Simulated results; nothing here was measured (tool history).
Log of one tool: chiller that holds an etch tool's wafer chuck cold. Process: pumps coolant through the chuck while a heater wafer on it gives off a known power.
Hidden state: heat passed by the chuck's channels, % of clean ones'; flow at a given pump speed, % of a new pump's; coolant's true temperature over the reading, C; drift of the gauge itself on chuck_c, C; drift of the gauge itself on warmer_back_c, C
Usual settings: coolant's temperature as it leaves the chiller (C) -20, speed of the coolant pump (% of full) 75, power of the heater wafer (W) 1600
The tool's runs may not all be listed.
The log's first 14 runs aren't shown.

run    hour  coolant's temperature as it leaves the chiller (C)  speed of the coolant pump (% of full)  power of the heater wafer (W)  hours since the coolant was changed and the channels were flushed  hours since the pump was overhauled  hours since the chiller's thermometer was calibrated  chuck's temperature once it has settled (C)  how much warmer the coolant comes back (C)
      752.6  -- chiller's thermometer calibrated
 15   773.1                                                 -20                                     62                           1600                                                               3462                                 3274                                                    21                                         -7.6                                        5.77
 16   832.9                                                 -20                                     62                           1600                                                               3522                                 3333                                                    80                                         -7.4                                        5.77
 17     893                                                 -14                                     72                           1490                                                               3582                                 3393                                                   140                                         -3.4                                         4.6
 18   953.4                                                 -22                                     95                            837                                                               3642                                 3454                                                   201                                          -17                                           2
 19  1011.2                                                 -20                                     75                            886                                                               3700                                 3512                                                   259                                        -13.8                                        2.67
 20  1055.5                                                 -20                                     75                            886                                                               3744                                 3556                                                   303                                        -13.9                                        2.57
 21  1122.6                                                 -26                                     82                           1330                                                               3811                                 3623                                                   370                                        -17.3                                        3.63
 22  1167.3                                                 -15                                     94                           1721                                                               3856                                 3668                                                   415                                         -4.7                                        4.11
 23  1205.4                                                 -15                                     94                           1721                                                               3894                                 3706                                                   453                                         -4.7                                        4.07
 24  1280.3                                                 -20                                     68                           1600                                                               3969                                 3781                                                   528                                         -8.2                                         5.3
 25  1331.3                                                 -29                                     62                            883                                                               4020                                 3832                                                   579                                          -22                                        3.21
 26  1361.8                                                 -21                                     66                            859                                                               4051                                 3862                                                   609                                        -14.5                                        2.88
 27  1424.8                                                 -21                                     66                            859                                                               4114                                 3925                                                   672                                        -14.4                                        2.92
 28  1472.8                                                 -20                                     75                           1572                                                               4161                                 3973                                                   720                                         -9.1                                        4.73
 29  1529.3                                                 -20                                     97                           2299                                                               4218                                 4030                                                   777                                         -6.6                                        5.35
 30  1569.1                                                 -22                                     75                           1887                                                               4258                                 4070                                                   817                                         -8.9                                        5.65
 31  1633.3                                                 -22                                     75                           1887                                                               4322                                 4134                                                   881                                         -8.8                                        5.68

5 ways to go on from here, each from the tool as it stands after run 31. What would each give?
  A  1683.8                                                 -28                                     63                           1528                                                               4372                                 4184                                                   931                                            ?                                           ?
  B  1683.8                                                 -20                                     68                           1600                                                               4372                                 4184                                                   931                                            ?                                           ?
  C  1683.8                                                 -20                                     75                           1031                                                               4372                                 4184                                                   931                                            ?                                           ?
  D  1683.8                                                 -22                                     60                            800                                                               4372                                 4184                                                   931                                            ?                                           ?
  E  1683.8                                                 -26                                     75                           1887                                                               4372                                 4184                                                   931                                            ?                                           ?

run  chuck's temperature once it has settled (C)  how much warmer the coolant comes back (C)
  A                                          -16                                        5.47
  B                                           -8                                        5.28
  C                                          -13                                        3.08
  D                                        -15.3                                        3.01
  E                                        -12.9                                        5.64
Without the tool's hidden state the same runs would have given:
run  chuck's temperature once it has settled (C)  how much warmer the coolant comes back (C)
  A                                        -17.1                                        5.15
  B                                         -9.1                                        4.97
  C                                        -13.7                                         2.9
  D                                          -16                                        2.84
  E                                        -14.1                                        5.31
